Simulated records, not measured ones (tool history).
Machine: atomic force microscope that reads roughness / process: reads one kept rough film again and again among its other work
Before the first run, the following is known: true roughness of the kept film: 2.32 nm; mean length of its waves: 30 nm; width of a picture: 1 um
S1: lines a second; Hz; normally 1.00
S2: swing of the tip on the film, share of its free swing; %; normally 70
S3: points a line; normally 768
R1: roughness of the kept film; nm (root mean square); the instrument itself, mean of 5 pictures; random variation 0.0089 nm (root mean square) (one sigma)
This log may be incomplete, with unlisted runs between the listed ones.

run 1 hour=0.0 | S1=1.00 S2=70 S3=768 | R1=1.986
run 2 hour=49.4 | S1=1.04 S2=70 S3=768 | R1=1.990
run 3 hour=84.9 | S1=1.04 S2=70 S3=768 | R1=1.994
run 4 hour=125.6 | S1=1.04 S2=70 S3=768 | R1=2.016
run 5 hour=181.5 | S1=2.30 S2=70 S3=768 | R1=1.882
run 6 hour=226.8 | S1=2.30 S2=70 S3=768 | R1=1.868
-- hour=236.2 new tip fitted
run 7 hour=260.2 | S1=2.30 S2=70 S3=768 | R1=1.871
run 8 hour=283.6 | S1=2.30 S2=70 S3=768 | R1=1.883
run 9 hour=308.3 | S1=2.30 S2=70 S3=768 | R1=1.874
run 10 hour=358.5 | S1=2.30 S2=70 S3=768 | R1=1.893
run 11 hour=387.7 | S1=2.30 S2=70 S3=768 | R1=1.873
run 12 hour=440.4 | S1=2.30 S2=70 S3=768 | R1=1.867
run 13 hour=482.5 | S1=2.30 S2=70 S3=768 | R1=1.868
-- hour=509.3 new tip fitted
run 14 hour=538.9 | S1=2.30 S2=70 S3=768 | R1=1.886
run 15 hour=573.8 | S1=1.00 S2=70 S3=268 | R1=1.979
run 16 hour=598.3 | S1=1.00 S2=70 S3=268 | R1=1.958
run 17 hour=638.4 | S1=1.00 S2=70 S3=768 | R1=1.982
run 18 hour=694.3 | S1=1.00 S2=70 S3=768 | R1=1.995
run 19 hour=741.4 | S1=1.00 S2=70 S3=768 | R1=2.005
run 20 hour=765.1 | S1=1.00 S2=70 S3=768 | R1=2.000
-- hour=784.3 new tip fitted
-- hour=791.5 height scale calibrated on a step standard
run 21 hour=806.4 | S1=1.00 S2=70 S3=768 | R1=1.995
run 22 hour=840.7 | S1=1.00 S2=70 S3=768 | R1=2.000
run 23 hour=879.5 | S1=1.00 S2=70 S3=768 | R1=2.014
run 24 hour=911.3 | S1=1.00 S2=70 S3=768 | R1=1.981
run 25 hour=943.5 | S1=1.00 S2=61 S3=768 | R1=2.037
run 26 hour=967.3 | S1=1.00 S2=61 S3=768 | R1=2.025
run 27 hour=991.6 | S1=1.00 S2=70 S3=768 | R1=1.999
run 28 hour=1031.0 | S1=1.00 S2=70 S3=907 | R1=1.999
-- hour=1057.3 new tip fitted
run 29 hour=1079.7 | S1=1.00 S2=90 S3=330 | R1=1.815
run 30 hour=1108.1 | S1=1.00 S2=90 S3=330 | R1=1.811
run 31 hour=1150.2 | S1=1.00 S2=63 S3=609 | R1=2.023
run 32 hour=1207.5 | S1=0.88 S2=81 S3=394 | R1=1.943
run 33 hour=1234.0 | S1=1.00 S2=70 S3=826 | R1=1.980
run 34 hour=1267.7 | S1=0.88 S2=70 S3=768 | R1=1.998
run 35 hour=1293.5 | S1=1.52 S2=72 S3=432 | R1=1.920
-- hour=1329.1 new tip fitted
run 36 hour=1341.5 | S1=1.52 S2=72 S3=432 | R1=1.928
run 37 hour=1370.2 | S1=0.66 S2=72 S3=432 | R1=2.024
run 38 hour=1408.7 | S1=3.76 S2=62 S3=646 | R1=1.873
run 39 hour=1446.7 | S1=1.14 S2=60 S3=707 | R1=2.035
run 40 hour=1482.4 | S1=1.14 S2=60 S3=707 | R1=2.037
run 41 hour=1528.8 | S1=1.14 S2=60 S3=707 | R1=2.047
run 42 hour=1576.5 | S1=1.14 S2=60 S3=707 | R1=2.042
-- hour=1602.6 new tip fitted
run 43 hour=1605.2 | S1=1.14 S2=60 S3=707 | R1=2.031
run 44 hour=1633.5 | S1=1.14 S2=60 S3=707 | R1=2.035
run 45 hour=1659.5 | S1=1.14 S2=69 S3=709 | R1=1.999
run 46 hour=1717.2 | S1=1.14 S2=69 S3=709 | R1=1.993
run 47 hour=1775.0 | S1=1.14 S2=69 S3=709 | R1=1.985
run 48 hour=1815.4 | S1=1.14 S2=69 S3=709 | R1=1.990
run 49 hour=1872.4 | S1=1.00 S2=65 S3=347 | R1=2.002
-- hour=1877.9 new tip fitted
run 50 hour=1919.5 | S1=1.00 S2=65 S3=347 | R1=2.019
run 51 hour=1963.3 | S1=1.00 S2=70 S3=433 | R1=1.986
run 52 hour=2000.7 | S1=1.00 S2=64 S3=768 | R1=2.041
run 53 hour=2032.4 | S1=1.00 S2=64 S3=768 | R1=2.019

3 ways to go on from here, each from the tool as it stands after run 53. What would each give?
run A hour=2084.0 | S1=1.00 S2=64 S3=318 | R1=?
run B hour=2084.0 | S1=2.87 S2=60 S3=923 | R1=?
run C hour=2084.0 | S1=1.00 S2=58 S3=314 | R1=?

run=A R1=1.997
run=B R1=1.941
run=C R1=2.017
Without the tool's unlogged condition, the same runs would have read:
run=A R1=2.000
run=B R1=1.944
run=C R1=2.019
